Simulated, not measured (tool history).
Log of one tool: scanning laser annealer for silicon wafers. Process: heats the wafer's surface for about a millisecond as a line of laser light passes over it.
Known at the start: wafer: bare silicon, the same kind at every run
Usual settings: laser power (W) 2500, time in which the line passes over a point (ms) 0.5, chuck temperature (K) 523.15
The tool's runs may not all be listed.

| run | day | laser power (W) | time in which the line passes over a point (ms) | chuck temperature (K) | highest temperature of the surface (K) |
|---|---|---|---|---|---|
| 1 | 0 | 2500 | 0.5 | 523.15 | 1338.15 |
| 2 | 1.383 | 2500 | 0.5 | 523.15 | 1335.15 |
| 3 | 3.671 | 2500 | 0.5 | 537.15 | 1348.15 |
| 4 | 5.396 | 2500 | 0.457 | 523.15 | 1304.15 |
|  | 7.338 | window over the wafer cleaned |
| 5 | 8.179 | 2500 | 0.457 | 523.15 | 1331.15 |
| 6 | 9.517 | 2500 | 0.457 | 523.15 | 1329.15 |
| 7 | 11.738 | 2500 | 0.457 | 523.15 | 1329.15 |
| 8 | 13.033 | 2500 | 0.492 | 523.15 | 1356.15 |
| 9 | 15.196 | 2691 | 0.607 | 539.15 | 1521.15 |
| 10 | 17.258 | 2387 | 0.367 | 523.15 | 1213.15 |
| 11 | 18.629 | 2540 | 0.367 | 507.15 | 1245.15 |
| 12 | 21.142 | 2540 | 0.367 | 507.15 | 1244.15 |
| 13 | 22.35 | 2540 | 0.367 | 507.15 | 1246.15 |
| 14 | 24.292 | 2540 | 0.367 | 507.15 | 1243.15 |
| 15 | 27.096 | 2540 | 0.396 | 507.15 | 1262.15 |
| 16 | 29.75 | 2574 | 0.467 | 550.15 | 1377.15 |

Forecast each of these 3 alternatives for the next run:
| A | 32.042 | 2454 | 0.545 | 504.15 | ? |
| B | 32.042 | 2171 | 0.409 | 523.15 | ? |
| C | 32.042 | 2363 | 0.52 | 550.15 | ? |

| run | highest temperature of the surface (K) |
|---|---|
| A | 1336.15 |
| B | 1163.15 |
| C | 1334.15 |
Without the tool's hidden state the same runs would have given:
| run | highest temperature of the surface (K) |
|---|---|
| A | 1350.15 |
| B | 1173.15 |
| C | 1347.15 |
